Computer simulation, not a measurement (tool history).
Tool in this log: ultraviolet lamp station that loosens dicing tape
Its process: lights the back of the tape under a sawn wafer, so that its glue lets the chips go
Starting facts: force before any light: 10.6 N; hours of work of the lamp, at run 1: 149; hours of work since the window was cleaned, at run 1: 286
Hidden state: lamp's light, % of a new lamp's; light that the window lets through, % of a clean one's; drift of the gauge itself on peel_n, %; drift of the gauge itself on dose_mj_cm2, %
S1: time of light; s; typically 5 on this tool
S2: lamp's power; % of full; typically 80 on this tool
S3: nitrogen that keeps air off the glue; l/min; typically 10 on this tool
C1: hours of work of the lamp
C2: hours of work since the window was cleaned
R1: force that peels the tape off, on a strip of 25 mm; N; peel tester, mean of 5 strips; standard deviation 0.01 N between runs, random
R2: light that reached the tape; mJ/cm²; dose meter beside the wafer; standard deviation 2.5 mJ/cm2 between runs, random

| run | hour | S1 | S2 | S3 | C1 | C2 | R1 | R2 |
|---|---|---|---|---|---|---|---|---|
| 1 | 0.0 | 5 | 80 | 10 | 149 | 286 | 0.442 | 295 |
| 2 | 54.7 | 5 | 80 | 10 | 186 | 323 | 0.430 | 292 |
| 3 | 90.9 | 5 | 80 | 16 | 211 | 347 | 0.291 | 294 |
| 4 | 124.6 | 5 | 80 | 16 | 233 | 370 | 0.285 | 299 |
| 5 | 170.9 | 5 | 80 | 10 | 265 | 401 | 0.423 | 295 |
| 6 | 199.6 | 5 | 80 | 10 | 284 | 421 | 0.430 | 291 |
| 7 | 237.2 | 5 | 80 | 10 | 309 | 446 | 0.443 | 295 |
| 8 | 274.8 | 5 | 81 | 10 | 335 | 472 | 0.427 | 300 |
| 9 | 321.2 | 5 | 81 | 10 | 366 | 503 | 0.433 | 299 |
|  | 355.1 | window cleaned of glue's vapour |
| 10 | 370.0 | 5 | 81 | 10 | 399 | 10 | 0.433 | 300 |
| 11 | 400.8 | 5 | 81 | 10 | 420 | 31 | 0.430 | 301 |
| 12 | 444.3 | 5 | 81 | 10 | 449 | 60 | 0.420 | 302 |
| 13 | 482.1 | 5 | 81 | 10 | 474 | 86 | 0.435 | 292 |
| 14 | 507.7 | 5 | 64 | 10 | 492 | 103 | 0.789 | 238 |
| 15 | 533.4 | 5 | 80 | 10 | 509 | 120 | 0.437 | 297 |
| 16 | 577.6 | 5 | 80 | 10 | 539 | 150 | 0.442 | 297 |
| 17 | 616.7 | 5 | 80 | 10 | 565 | 177 | 0.428 | 294 |
| 18 | 642.2 | 5 | 80 | 10 | 583 | 194 | 0.431 | 297 |
| 19 | 685.7 | 5 | 80 | 12 | 612 | 223 | 0.376 | 292 |
| 20 | 736.7 | 5 | 80 | 12 | 646 | 258 | 0.378 | 301 |
| 21 | 778.9 | 4 | 80 | 10 | 675 | 286 | 0.798 | 236 |
| 22 | 823.9 | 5 | 91 | 10 | 705 | 316 | 0.311 | 339 |
| 23 | 867.0 | 5 | 91 | 10 | 734 | 345 | 0.300 | 334 |
| 24 | 920.4 | 5 | 91 | 10 | 770 | 382 | 0.299 | 336 |
| 25 | 980.3 | 8 | 100 | 10 | 811 | 422 | 0.090 | 590 |
| 26 | 1024.4 | 2 | 68 | 10 | 841 | 452 | 3.466 | 98 |
| 27 | 1056.9 | 2 | 64 | 18 | 862 | 474 | 3.020 | 94 |
| 28 | 1116.4 | 3 | 80 | 9 | 903 | 514 | 1.598 | 180 |
|  | 1138.1 | window cleaned of glue's vapour |
| 29 | 1145.4 | 3 | 80 | 9 | 922 | 5 | 1.500 | 177 |
| 30 | 1171.4 | 3 | 80 | 9 | 939 | 22 | 1.603 | 179 |
| 31 | 1227.5 | 5 | 80 | 10 | 977 | 60 | 0.439 | 298 |
| 32 | 1275.3 | 6 | 98 | 10 | 1010 | 93 | 0.152 | 440 |
| 33 | 1325.9 | 9 | 80 | 16 | 1044 | 127 | 0.090 | 533 |
| 34 | 1367.4 | 3 | 74 | 3 | 1072 | 155 | 3.220 | 162 |
| 35 | 1417.2 | 5 | 80 | 9 | 1105 | 188 | 0.499 | 294 |
| 36 | 1462.7 | 5 | 80 | 9 | 1136 | 219 | 0.483 | 296 |
| 37 | 1504.2 | 4 | 80 | 7 | 1164 | 247 | 1.023 | 238 |
| 38 | 1560.6 | 9 | 71 | 11 | 1202 | 285 | 0.107 | 474 |
| 39 | 1600.1 | 3 | 84 | 19 | 1229 | 312 | 0.897 | 182 |
| 40 | 1660.8 | 4 | 73 | 6 | 1270 | 353 | 1.419 | 219 |
| 41 | 1713.2 | 4 | 73 | 6 | 1305 | 388 | 1.405 | 219 |
| 42 | 1752.6 | 5 | 83 | 3 | 1332 | 415 | 1.188 | 307 |

The same runs without the tool's hidden state, with the same run-to-run variation:
| run | R1 |
|---|---|
| 1 | 0.441 |
| 2 | 0.428 |
| 3 | 0.290 |
| 4 | 0.284 |
| 5 | 0.422 |
| 6 | 0.428 |
| 7 | 0.441 |
| 8 | 0.425 |
| 9 | 0.431 |
| 10 | 0.433 |
| 11 | 0.429 |
| 12 | 0.419 |
| 13 | 0.434 |
| 14 | 0.787 |
| 15 | 0.436 |
| 16 | 0.440 |
| 17 | 0.427 |
| 18 | 0.430 |
| 19 | 0.374 |
| 20 | 0.377 |
| 21 | 0.794 |
| 22 | 0.309 |
| 23 | 0.298 |
| 24 | 0.297 |
| 25 | 0.089 |
| 26 | 3.456 |
| 27 | 3.010 |
| 28 | 1.590 |
| 29 | 1.495 |
| 30 | 1.598 |
| 31 | 0.437 |
| 32 | 0.151 |
| 33 | 0.090 |
| 34 | 3.211 |
| 35 | 0.496 |
| 36 | 0.479 |
| 37 | 1.017 |
| 38 | 0.106 |
| 39 | 0.891 |
| 40 | 1.411 |
| 41 | 1.396 |
| 42 | 1.180 |
R2: at most 2 mJ/cm² away from the measurement, every run.
